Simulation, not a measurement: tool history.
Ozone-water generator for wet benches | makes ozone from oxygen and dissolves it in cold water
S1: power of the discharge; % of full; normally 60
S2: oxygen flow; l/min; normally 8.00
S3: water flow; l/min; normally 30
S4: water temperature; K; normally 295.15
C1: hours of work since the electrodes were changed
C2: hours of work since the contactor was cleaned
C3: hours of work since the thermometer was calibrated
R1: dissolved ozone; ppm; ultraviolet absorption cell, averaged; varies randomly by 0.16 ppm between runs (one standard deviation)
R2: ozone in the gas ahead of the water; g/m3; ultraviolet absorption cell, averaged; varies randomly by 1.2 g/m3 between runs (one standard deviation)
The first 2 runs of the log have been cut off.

run 3 hour=268.5 | S1=50 S2=8.00 S3=30 S4=295.15 | C1=2079 C2=579 C3=3117 | R1=17.7 R2=189.0
run 4 hour=421.4 | S1=50 S2=8.00 S3=30 S4=295.15 | C1=2192 C2=692 C3=3230 | R1=17.7 R2=191.3
run 5 hour=521.3 | S1=50 S2=8.00 S3=30 S4=295.15 | C1=2265 C2=766 C3=3304 | R1=17.7 R2=189.5
run 6 hour=679.4 | S1=58 S2=8.00 S3=30 S4=295.15 | C1=2382 C2=882 C3=3421 | R1=19.8 R2=209.8
run 7 hour=774.0 | S1=58 S2=8.00 S3=30 S4=295.15 | C1=2452 C2=952 C3=3491 | R1=19.4 R2=205.9
run 8 hour=901.7 | S1=60 S2=8.00 S3=30 S4=295.15 | C1=2547 C2=1047 C3=3585 | R1=19.8 R2=212.1
run 9 hour=1015.5 | S1=60 S2=8.00 S3=30 S4=295.15 | C1=2631 C2=1131 C3=3669 | R1=19.9 R2=209.7
run 10 hour=1111.5 | S1=60 S2=8.00 S3=30 S4=293.15 | C1=2702 C2=1202 C3=3740 | R1=20.4 R2=210.7
run 11 hour=1239.5 | S1=60 S2=8.00 S3=30 S4=293.15 | C1=2796 C2=1296 C3=3834 | R1=20.5 R2=213.2
run 12 hour=1349.1 | S1=60 S2=8.00 S3=30 S4=293.15 | C1=2877 C2=1377 C3=3915 | R1=20.3 R2=210.5
run 13 hour=1489.6 | S1=60 S2=8.00 S3=30 S4=293.15 | C1=2981 C2=1481 C3=4019 | R1=20.2 R2=210.6
run 14 hour=1570.3 | S1=60 S2=8.00 S3=30 S4=293.15 | C1=3041 C2=1541 C3=4079 | R1=20.2 R2=214.0
run 15 hour=1687.2 | S1=60 S2=8.00 S3=30 S4=293.15 | C1=3127 C2=1627 C3=4165 | R1=20.2 R2=212.4
run 16 hour=1862.2 | S1=60 S2=8.00 S3=30 S4=293.15 | C1=3256 C2=1756 C3=4295 | R1=20.3 R2=209.9
run 17 hour=1934.7 | S1=60 S2=8.00 S3=30 S4=293.15 | C1=3310 C2=1810 C3=4348 | R1=20.1 R2=209.4
run 18 hour=2023.2 | S1=60 S2=8.00 S3=30 S4=293.15 | C1=3375 C2=1875 C3=4414 | R1=20.1 R2=208.9
run 19 hour=2131.7 | S1=58 S2=6.89 S3=41 S4=292.15 | C1=3456 C2=1956 C3=4494 | R1=14.9 R2=219.6
run 20 hour=2232.6 | S1=60 S2=9.97 S3=30 S4=295.15 | C1=3530 C2=2030 C3=4568 | R1=19.7 R2=190.2
run 21 hour=2316.0 | S1=58 S2=5.91 S3=30 S4=296.15 | C1=3592 C2=2092 C3=4630 | R1=18.2 R2=232.6
run 22 hour=2490.3 | S1=58 S2=5.91 S3=30 S4=296.15 | C1=3721 C2=2221 C3=4759 | R1=18.2 R2=234.0
run 23 hour=2605.9 | S1=58 S2=5.91 S3=30 S4=296.15 | C1=3806 C2=2306 C3=4844 | R1=17.9 R2=231.0
run 24 hour=2723.7 | S1=58 S2=5.91 S3=30 S4=296.15 | C1=3893 C2=2393 C3=4931 | R1=18.3 R2=231.3
run 25 hour=2817.8 | S1=90 S2=8.00 S3=30 S4=300.15 | C1=3963 C2=2463 C3=5001 | R1=22.4 R2=263.7
run 26 hour=2952.9 | S1=90 S2=8.00 S3=30 S4=300.15 | C1=4062 C2=2563 C3=5101 | R1=22.5 R2=263.0
run 27 hour=3030.0 | S1=85 S2=12.41 S3=30 S4=300.15 | C1=4119 C2=2619 C3=5158 | R1=21.7 R2=212.1

Estimate the outcome of run 28 from the log above:
run 28 hour=3204.7 | S1=47 S2=9.35 S3=45 S4=292.15 | C1=4249 C2=2749 C3=5287 | R1=? R2=?

R1: 12.6 ppm
R2: 167.9 g/m3
Were there no unlogged condition in the tool, this run, its random variation unchanged, would have produced R1 13.4 ppm, R2 175.2 g/m3.
